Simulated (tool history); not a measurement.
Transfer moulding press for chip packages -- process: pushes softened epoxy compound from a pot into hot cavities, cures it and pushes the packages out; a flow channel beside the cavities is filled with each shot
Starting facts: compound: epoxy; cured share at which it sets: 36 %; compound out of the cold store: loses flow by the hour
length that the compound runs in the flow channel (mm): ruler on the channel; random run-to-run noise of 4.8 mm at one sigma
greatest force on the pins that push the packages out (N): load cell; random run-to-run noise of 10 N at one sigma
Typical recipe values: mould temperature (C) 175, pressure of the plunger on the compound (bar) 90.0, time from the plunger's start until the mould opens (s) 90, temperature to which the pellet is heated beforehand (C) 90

| run | day | mould temperature (C) | pressure of the plunger on the compound (bar) | time from the plunger's start until the mould opens (s) | temperature to which the pellet is heated beforehand (C) | incoming compound's hours out of the cold store | length that the compound runs in the flow channel (mm) | greatest force on the pins that push the packages out (N) |
|---|---|---|---|---|---|---|---|---|
| 1 | 0.000 | 175 | 90.0 | 90 | 90 | 46.9 | 896 | 685 |
| 2 | 1.196 | 175 | 90.0 | 90 | 90 | 33.7 | 942 | 797 |
| 3 | 2.204 | 175 | 90.0 | 90 | 90 | 11.2 | 1061 | 873 |
|  | 2.542 | cavities cleaned with cleaning compound and waxed |
| 4 | 3.467 | 175 | 90.0 | 90 | 90 | 40.8 | 898 | 580 |
| 5 | 4.279 | 175 | 90.0 | 90 | 90 | 14.1 | 1040 | 737 |
| 6 | 5.108 | 175 | 90.0 | 90 | 90 | 10.7 | 1060 | 795 |
| 7 | 6.029 | 181 | 90.0 | 90 | 90 | 40.4 | 890 | 710 |
|  | 6.508 | cavities cleaned with cleaning compound and waxed |
| 8 | 6.833 | 175 | 90.0 | 90 | 90 | 25.2 | 981 | 539 |
| 9 | 7.529 | 175 | 90.0 | 90 | 90 | 25.1 | 977 | 625 |
|  | 7.821 | mould's thermocouples calibrated |
| 10 | 8.467 | 175 | 90.0 | 90 | 90 | 20.7 | 1001 | 738 |
| 11 | 9.454 | 175 | 90.0 | 85 | 90 | 10.2 | 1050 | 927 |
| 12 | 10.025 | 175 | 90.0 | 90 | 90 | 47.3 | 865 | 795 |
|  | 10.654 | cavities cleaned with cleaning compound and waxed |
| 13 | 11.271 | 175 | 90.0 | 90 | 90 | 46.4 | 872 | 562 |
| 14 | 12.125 | 175 | 90.0 | 90 | 90 | 9.5 | 1057 | 706 |
| 15 | 12.842 | 175 | 90.0 | 90 | 90 | 10.5 | 1044 | 771 |
| 16 | 14.179 | 181 | 96.7 | 93 | 81 | 19.1 | 1008 | 665 |
|  | 14.658 | cavities cleaned with cleaning compound and waxed |
| 17 | 15.242 | 181 | 75.7 | 93 | 85 | 39.3 | 806 | 461 |
| 18 | 16.642 | 172 | 75.7 | 90 | 85 | 24.2 | 887 | 843 |
| 19 | 17.712 | 172 | 75.7 | 90 | 85 | 26.3 | 887 | 957 |
| 20 | 18.308 | 172 | 75.7 | 90 | 85 | 27.7 | 874 | 986 |
|  | 18.625 | cavities cleaned with cleaning compound and waxed |
| 21 | 19.133 | 167 | 75.7 | 120 | 85 | 15.7 | 952 | 567 |
| 22 | 20.000 | 175 | 90.0 | 126 | 90 | 42.9 | 867 | 524 |
| 23 | 20.912 | 175 | 93.9 | 90 | 90 | 31.5 | 941 | 733 |
| 24 | 21.558 | 169 | 92.6 | 86 | 83 | 47.2 | 875 | 1180 |
| 25 | 22.404 | 177 | 97.6 | 90 | 90 | 13.2 | 1041 | 811 |
|  | 22.654 | cavities cleaned with cleaning compound and waxed |
| 26 | 23.167 | 177 | 97.6 | 90 | 90 | 33.6 | 941 | 515 |

The next listed run, before its measurement:
|  | 23.908 | plunger's sealing rings changed |
| 27 | 24.025 | 178 | 72.6 | 76 | 94 | 29.7 | ? | ? |

Run 27 measured length that the compound runs in the flow channel (mm) 858, greatest force on the pins that push the packages out (N) 731.
Had the tool carried no hidden state, the very same run would have given length that the compound runs in the flow channel (mm) 861, greatest force on the pins that push the packages out (N) 532.
